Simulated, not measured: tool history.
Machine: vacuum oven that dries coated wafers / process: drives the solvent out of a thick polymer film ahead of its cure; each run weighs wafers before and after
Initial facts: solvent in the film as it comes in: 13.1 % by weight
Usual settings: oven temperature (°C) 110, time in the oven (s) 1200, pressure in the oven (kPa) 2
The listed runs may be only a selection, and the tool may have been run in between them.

run,hour,oven temperature (°C),time in the oven (s),pressure in the oven (kPa),solvent left in the film (%)
1,0,110,1200,2,2.44
2,14.4,110,1200,2,2.52
3,37.7,110,600,2,4.63
4,63.3,105,1200,2,3.4
5,82.3,105,1200,2,3.35
6,107.6,105,1200,2,3.28
7,131.7,105,1200,2,3.4
8,156.5,105,1200,2.94,3.89
9,172.2,105,1200,2.94,3.97
10,196.1,105,1200,2.94,4.12
11,213.6,121,1200,2,1.28
12,230.9,110,1020,2,3.02
13,242.9,110,1020,2,3.06
14,263.3,110,1200,3.19,3.19
15,279.8,110,1200,7.25,5.65
16,297.6,110,1200,7.25,5.54
17,313.7,110,840,7.25,6.33
18,331.7,110,840,7.25,6.37
19,347.1,110,1200,2,2.52
20,371.3,110,780,5.45,5.65
21,391,110,780,5.45,5.71
22,402.3,102,1200,2,4.09
23,417.8,102,1200,2,4.04
24,442.7,105,1200,7.68,7.21
25,467.1,98,1200,1.97,4.85
26,485,110,1140,2,2.7
27,511.4,110,1740,2,1.91
28,523.9,108,1740,1.24,1.59
29,538,108,1740,1.24,1.75
30,549,124,1020,2.48,1.47
31,570.8,110,1800,2,1.82
32,586.5,95,840,1.06,6.08
33,603.1,125,1320,1.55,0.76
34,626.9,125,1320,1.55,0.85
35,642,125,1320,1.55,0.8
36,663.3,125,1320,1.55,0.88
37,685.8,119,1620,1.19,0.9

Consider 3 possible next runs. They are alternatives, not a sequence: every one starts from the tool as it was left by run 37. What does each give?
A,697.1,102,1200,1.37,?
B,697.1,110,1200,5.87,?
C,697.1,119,1620,5.54,?

run,solvent left in the film (%)
A,3.83
B,4.87
C,2.88
What these runs would have given with no unlogged condition in the tool:
run,solvent left in the film (%)
A,3.36
B,4.43
C,2.6
